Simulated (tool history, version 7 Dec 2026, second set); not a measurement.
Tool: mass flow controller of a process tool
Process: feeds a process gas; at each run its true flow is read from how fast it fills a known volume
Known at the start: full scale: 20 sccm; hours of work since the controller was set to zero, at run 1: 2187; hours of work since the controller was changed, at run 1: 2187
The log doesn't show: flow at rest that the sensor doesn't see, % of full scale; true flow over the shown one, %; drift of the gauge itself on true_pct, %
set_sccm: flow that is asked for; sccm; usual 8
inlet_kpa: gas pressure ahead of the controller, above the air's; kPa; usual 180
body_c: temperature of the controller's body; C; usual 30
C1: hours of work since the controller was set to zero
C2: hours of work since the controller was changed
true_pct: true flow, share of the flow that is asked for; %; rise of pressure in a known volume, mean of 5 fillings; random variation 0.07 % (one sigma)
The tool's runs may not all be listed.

run 1 hour=0 | set_sccm=8 inlet_kpa=180 body_c=30 | C1=2187 C2=2187 | true_pct=97.81
run 2 hour=102.5 | set_sccm=8 inlet_kpa=180 body_c=30 | C1=2267 C2=2267 | true_pct=97.98
run 3 hour=198.8 | set_sccm=8 inlet_kpa=180 body_c=30 | C1=2341 C2=2341 | true_pct=97.96
run 4 hour=253.7 | set_sccm=12 inlet_kpa=180 body_c=30 | C1=2384 C2=2384 | true_pct=98.73
run 5 hour=359.1 | set_sccm=8 inlet_kpa=180 body_c=23 | C1=2465 C2=2465 | true_pct=98.6
run 6 hour=460.9 | set_sccm=8 inlet_kpa=180 body_c=25 | C1=2544 C2=2544 | true_pct=98.51
run 7 hour=528.4 | set_sccm=8 inlet_kpa=180 body_c=30 | C1=2596 C2=2596 | true_pct=98.26
run 8 hour=602.7 | set_sccm=8 inlet_kpa=180 body_c=27 | C1=2653 C2=2653 | true_pct=98.5
run 9 hour=706.7 | set_sccm=8 inlet_kpa=243 body_c=30 | C1=2734 C2=2734 | true_pct=98
run 10 hour=760.7 | set_sccm=8 inlet_kpa=243 body_c=30 | C1=2775 C2=2775 | true_pct=98.01
run 11 hour=844.8 | set_sccm=8 inlet_kpa=243 body_c=30 | C1=2840 C2=2840 | true_pct=98.14
run 12 hour=898.2 | set_sccm=8 inlet_kpa=243 body_c=30 | C1=2882 C2=2882 | true_pct=98.2
run 13 hour=976.9 | set_sccm=8 inlet_kpa=243 body_c=30 | C1=2942 C2=2942 | true_pct=98.16
run 14 hour=1044.3 | set_sccm=8 inlet_kpa=180 body_c=30 | C1=2994 C2=2994 | true_pct=98.67
run 15 hour=1098.4 | set_sccm=8 inlet_kpa=237 body_c=30 | C1=3036 C2=3036 | true_pct=98.36
run 16 hour=1180.7 | set_sccm=8 inlet_kpa=155 body_c=30 | C1=3100 C2=3100 | true_pct=98.94
run 17 hour=1253.3 | set_sccm=8 inlet_kpa=155 body_c=30 | C1=3156 C2=3156 | true_pct=99.04
run 18 hour=1331.3 | set_sccm=8 inlet_kpa=155 body_c=30 | C1=3216 C2=3216 | true_pct=99.11
run 19 hour=1382.5 | set_sccm=8 inlet_kpa=180 body_c=32 | C1=3256 C2=3256 | true_pct=98.79
run 20 hour=1459.1 | set_sccm=13 inlet_kpa=180 body_c=30 | C1=3315 C2=3315 | true_pct=99.73
run 21 hour=1560.6 | set_sccm=18 inlet_kpa=180 body_c=30 | C1=3394 C2=3394 | true_pct=100.83
run 22 hour=1620.9 | set_sccm=8 inlet_kpa=180 body_c=30 | C1=3440 C2=3440 | true_pct=99.1
run 23 hour=1729 | set_sccm=8 inlet_kpa=191 body_c=30 | C1=3524 C2=3524 | true_pct=99.33
run 24 hour=1825.9 | set_sccm=8 inlet_kpa=200 body_c=36 | C1=3598 C2=3598 | true_pct=98.89
run 25 hour=1871.5 | set_sccm=8 inlet_kpa=200 body_c=36 | C1=3634 C2=3634 | true_pct=98.74
run 26 hour=1917.6 | set_sccm=8 inlet_kpa=200 body_c=36 | C1=3669 C2=3669 | true_pct=98.87
run 27 hour=2010.2 | set_sccm=8 inlet_kpa=200 body_c=36 | C1=3741 C2=3741 | true_pct=98.91
run 28 hour=2099.1 | set_sccm=8 inlet_kpa=180 body_c=38 | C1=3810 C2=3810 | true_pct=98.93
run 29 hour=2185.2 | set_sccm=4 inlet_kpa=180 body_c=30 | C1=3876 C2=3876 | true_pct=98.95
run 30 hour=2263.8 | set_sccm=8 inlet_kpa=180 body_c=36 | C1=3937 C2=3937 | true_pct=99.24
run 31 hour=2322.4 | set_sccm=8 inlet_kpa=180 body_c=39 | C1=3982 C2=3982 | true_pct=99.04
run 32 hour=2414 | set_sccm=8 inlet_kpa=180 body_c=39 | C1=4053 C2=4053 | true_pct=99.05
run 33 hour=2515.6 | set_sccm=8 inlet_kpa=180 body_c=39 | C1=4132 C2=4132 | true_pct=99.31
-- hour=2612.1 controller's zero set anew
run 34 hour=2624.1 | set_sccm=5 inlet_kpa=180 body_c=39 | C1=9 C2=4215 | true_pct=98.87
run 35 hour=2735.8 | set_sccm=5 inlet_kpa=145 body_c=38 | C1=96 C2=4301 | true_pct=99.33
-- hour=2742.3 gauge calibrated
run 36 hour=2841.3 | set_sccm=8 inlet_kpa=204 body_c=31 | C1=177 C2=4383 | true_pct=97.74

Forecast run 37:
run 37 hour=2943.5 | set_sccm=8 inlet_kpa=275 body_c=28 | C1=256 C2=4462 | true_pct=?

{"run 37": {"true_pct": 97.52}}
Without the tool's hidden state the same run would have given true_pct 97.36 %.
